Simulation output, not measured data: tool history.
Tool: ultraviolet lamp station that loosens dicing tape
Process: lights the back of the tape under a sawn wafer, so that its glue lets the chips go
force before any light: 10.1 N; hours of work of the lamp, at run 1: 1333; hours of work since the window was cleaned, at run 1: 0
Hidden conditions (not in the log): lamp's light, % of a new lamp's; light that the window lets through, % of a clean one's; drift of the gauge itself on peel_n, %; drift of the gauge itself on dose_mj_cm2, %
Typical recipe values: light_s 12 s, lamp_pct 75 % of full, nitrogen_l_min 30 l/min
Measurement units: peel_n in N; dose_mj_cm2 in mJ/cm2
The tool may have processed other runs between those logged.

run,hour,light_s,lamp_pct,nitrogen_l_min,hours of work of the lamp,hours of work since the window was cleaned,peel_n,dose_mj_cm2
1,0,12,75,30,1333,0,2.496,162
2,34.9,12,75,29,1360,27,2.535,161
3,60.2,12,75,29,1380,47,2.637,154
4,115,12,75,30,1423,90,2.832,154
5,172.9,12,75,18,1468,135,3.257,147
6,203.9,12,75,30,1492,159,2.801,147
7,228.8,12,75,30,1511,178,2.9,141
8,265.5,9,75,30,1540,207,4.014,106
9,323.5,9,75,13,1585,252,5.1,99
10,359.2,9,75,13,1613,280,5.252,99
11,397.4,12,75,43,1643,309,2.852,133
12,425.3,12,75,30,1664,331,3.255,124
13,475.6,12,75,30,1704,370,3.531,123
14,500.6,12,75,30,1723,390,3.435,124
15,560.1,12,75,17,1769,436,4.312,119
# hour 588.6: lamp changed
16,592.4,12,75,17,3,460,2.155,210
17,640.9,12,75,17,41,498,2.329,207
18,692.8,12,75,17,81,539,2.414,200
19,736.2,12,75,17,115,572,2.457,195
20,766.3,12,67,46,138,596,1.94,170
# hour 789.5: window cleaned of glue's vapour
21,807.7,13,80,30,170,14,1.082,272
22,833.2,18,65,30,190,34,0.867,295
23,887.3,18,65,30,232,76,0.886,291
24,925.2,18,65,23,262,106,1.081,281
25,967.4,18,65,23,295,138,1.156,284
26,1016.6,7,75,24,333,177,3.651,125
27,1047.6,12,99,24,357,201,1.142,276
28,1079.8,12,99,24,382,226,1.178,274
29,1115.6,16,81,22,410,254,1.097,291
30,1153.4,10,84,18,439,283,2.593,185
31,1188,7,78,37,466,310,3.365,117
32,1215,7,78,37,487,331,3.335,114
33,1267.2,7,78,37,528,372,3.484,113
34,1315.7,7,78,37,566,410,3.565,110
35,1350.4,7,78,37,593,437,3.719,105
36,1378.1,12,63,17,614,458,3.511,148
37,1425.5,12,84,30,651,495,1.848,194
38,1468.7,7,75,30,685,529,4.261,98

4 ways to go on from here, each from the tool as it stands after run 38. What would each give?
A,1507.4,19,75,35,715,559,?,?
B,1507.4,12,75,30,715,559,?,?
C,1507.4,7,75,34,715,559,?,?
D,1507.4,10,63,51,715,559,?,?

run,peel_n,dose_mj_cm2
A,0.989,267
B,2.275,168
C,4.1,97
D,3.169,117
The same runs, with their run-to-run variation unchanged, on a tool lacking any hidden condition would have given:
run,peel_n,dose_mj_cm2
A,0.429,393
B,1.202,247
C,2.722,143
D,1.864,173

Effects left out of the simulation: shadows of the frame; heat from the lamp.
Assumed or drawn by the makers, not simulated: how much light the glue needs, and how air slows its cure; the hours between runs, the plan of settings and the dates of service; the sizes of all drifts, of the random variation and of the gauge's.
